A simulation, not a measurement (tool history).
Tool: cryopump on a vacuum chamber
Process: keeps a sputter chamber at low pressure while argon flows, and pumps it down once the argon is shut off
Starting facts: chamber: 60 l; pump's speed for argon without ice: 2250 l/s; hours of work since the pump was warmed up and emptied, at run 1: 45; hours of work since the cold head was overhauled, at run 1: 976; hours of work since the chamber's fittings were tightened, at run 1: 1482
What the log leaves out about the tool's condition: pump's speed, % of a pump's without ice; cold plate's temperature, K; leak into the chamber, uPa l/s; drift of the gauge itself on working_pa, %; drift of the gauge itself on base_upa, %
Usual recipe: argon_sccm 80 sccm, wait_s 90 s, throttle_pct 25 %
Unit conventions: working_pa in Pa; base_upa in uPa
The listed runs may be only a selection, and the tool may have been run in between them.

run   hour  argon_sccm  wait_s  throttle_pct  hours of work since the pump was warmed up and emptied  hours of work since the cold head was overhauled  hours of work since the chamber's fittings were tightened  working_pa  base_upa
  1    0.0          80      90            25                                                      45                                               976                                                       1482      0.2414      1.58
  2   61.2          80      90            25                                                      83                                              1014                                                       1520      0.2432      1.62
  3  125.6          80      90            25                                                     124                                              1054                                                       1561      0.2416      1.67
  4  190.1          80      90            25                                                     164                                              1095                                                       1601      0.2432      1.69
  5  230.4          80      90            25                                                     190                                              1120                                                       1627      0.2439      1.71
  6  290.8          80      90            25                                                     228                                              1158                                                       1665      0.2408      1.74
  7  318.8         113      90            23                                                     245                                              1176                                                       1682      0.3729      1.71
  8  361.4         113      90            23                                                     272                                              1202                                                       1709      0.3774      1.82
  9  406.9         151      90            17                                                     300                                              1231                                                       1737      0.6795      1.85
     443.1  -- leaking fittings of the chamber tightened, without venting
 10  461.9         151      90            17                                                     334                                              1264                                                         12      0.6794      0.52
 11  499.5          90      90            18                                                     357                                              1288                                                         35      0.3827      0.55

Predict each of these 4 candidate next runs independently; none follows another, all start after run 11:
  A  546.5         142      90            18                                                     387                                              1317                                                         65           ?         ?
  B  546.5          80      90            50                                                     387                                              1317                                                         65           ?         ?
  C  546.5         127      90            25                                                     387                                              1317                                                         65           ?         ?
  D  546.5          48     209            24                                                     387                                              1317                                                         65           ?         ?

run  working_pa  base_upa
  A      0.6046      0.56
  B      0.1280      0.62
  C      0.3935      0.61
  D      0.1556      0.39
Without the tool's hidden state the same runs would have given:
run  working_pa  base_upa
  A      0.5919      0.50
  B      0.1208      0.56
  C      0.3821      0.54
  D      0.1513      0.33
